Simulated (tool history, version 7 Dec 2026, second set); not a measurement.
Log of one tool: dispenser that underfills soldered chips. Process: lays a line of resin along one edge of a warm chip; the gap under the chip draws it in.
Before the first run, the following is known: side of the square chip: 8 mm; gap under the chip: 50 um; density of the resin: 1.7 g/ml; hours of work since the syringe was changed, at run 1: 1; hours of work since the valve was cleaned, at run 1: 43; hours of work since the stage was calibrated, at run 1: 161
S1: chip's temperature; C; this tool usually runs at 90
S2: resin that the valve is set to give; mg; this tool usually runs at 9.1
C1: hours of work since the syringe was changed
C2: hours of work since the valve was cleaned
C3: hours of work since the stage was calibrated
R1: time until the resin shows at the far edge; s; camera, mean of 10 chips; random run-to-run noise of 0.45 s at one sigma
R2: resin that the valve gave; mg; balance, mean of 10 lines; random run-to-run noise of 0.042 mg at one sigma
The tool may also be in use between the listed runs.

run	hour	S1	S2	C1	C2	C3	R1	R2
1	0	90	9.1	1	43	161	34.8	8.73
2	5.7	90	9.1	5	47	165	48.3	8.62
3	11.1	98	9.1	9	51	169	48.9	8.49
4	15	98	11.54	11	54	172	61.4	10.93
# hour 15.9: new syringe of resin
5	19.8	102	9.1	3	57	175	29.9	8.54
6	25.2	76	9.1	7	61	179	88.8	8.54
# hour 32.4: new syringe of resin
7	32.4	90	9.1	0	66	184	34.9	8.5
8	37.8	90	9.1	4	70	188	46.8	8.45
9	45.6	90	9.1	9	75	194	71.8	8.47
# hour 48.7: new syringe of resin
10	53.5	90	9.1	3	81	199	44.2	8.31
11	57.3	90	9.1	6	83	202	54.6	8.28
12	63.8	90	9.1	11	88	206	78.8	8.28
# hour 65.4: new syringe of resin
13	71.3	99	9.1	4	93	212	35.7	8.21
14	78.2	99	9.1	9	98	216	51.9	8.19
# hour 81.8: new syringe of resin
15	84.4	99	9.1	2	102	221	29.8	8.16
16	88.8	99	9.61	5	105	224	38.1	8.65
# hour 94.6: dispensing valve cleaned and set on the balance
17	96.9	90	8.45	10	2	229	70.9	8.44
# hour 99.2: new syringe of resin
18	103.5	90	8.45	3	6	233	44	8.45
19	108.8	104	9.1	7	10	237	38.1	8.91
# hour 115.7: new syringe of resin
20	116.6	81	8.17	1	15	243	47.5	8.06
21	123.7	90	11.16	6	20	248	51	10.87
22	129.8	90	8.52	10	25	252	73.2	8.27
# hour 132.5: new syringe of resin
23	137.5	85	9.06	4	30	257	53.5	8.84
24	140.9	95	11.55	6	32	260	46.3	11.19
25	146	76	7.73	10	36	263	119.3	7.39
# hour 148.9: new syringe of resin
26	151.1	95	7.73	2	40	267	34.2	7.44
27	157.9	95	7.73	6	44	272	49.4	7.42
28	161.8	94	9.09	9	47	274	60.8	8.58
# hour 165.8: new syringe of resin
29	166.9	94	9.09	1	51	278	32	8.63
30	174.6	90	9.16	6	56	283	55.6	8.62
31	180.5	80	9.44	11	60	288	106.6	8.89
# hour 181.9: new syringe of resin
32	184.7	104	8.62	2	63	290	26.1	8.01
33	192.9	85	9.54	8	69	296	71.4	8.86
# hour 198.4: new syringe of resin
34	200.3	81	10.25	1	74	301	50.4	9.47
35	206.9	89	8.34	6	79	306	55.7	7.62

For some of the steps in R1 from one run to the next: how much would appear even if the tool had no hidden state, given the settings, what came in and random variation, and how much remains for the hidden state plus any gauge scatter that the measured result and the result without hidden state don't share?
The tool's hidden condition here consists of: resin's viscosity, % of fresh resin's; dose that the valve gives, % of what is set; true chip temperature over the reading, C; drift of the gauge itself on fill_s, %; drift of the gauge itself on given_mg, %.
Run 24 -> 25: S1 95 -> 76, S2 11.55 -> 7.73. R1 +73 s: hidden state +47, all else +26.
Run 25 -> 26: S1 76 -> 95, new syringe of resin. R1 -85.1 s: hidden state -60.2, all else -24.9.
Run 31 -> 32: S1 80 -> 104, S2 9.44 -> 8.62, new syringe of resin. R1 -80.5 s: hidden state -56.9, all else -23.6.
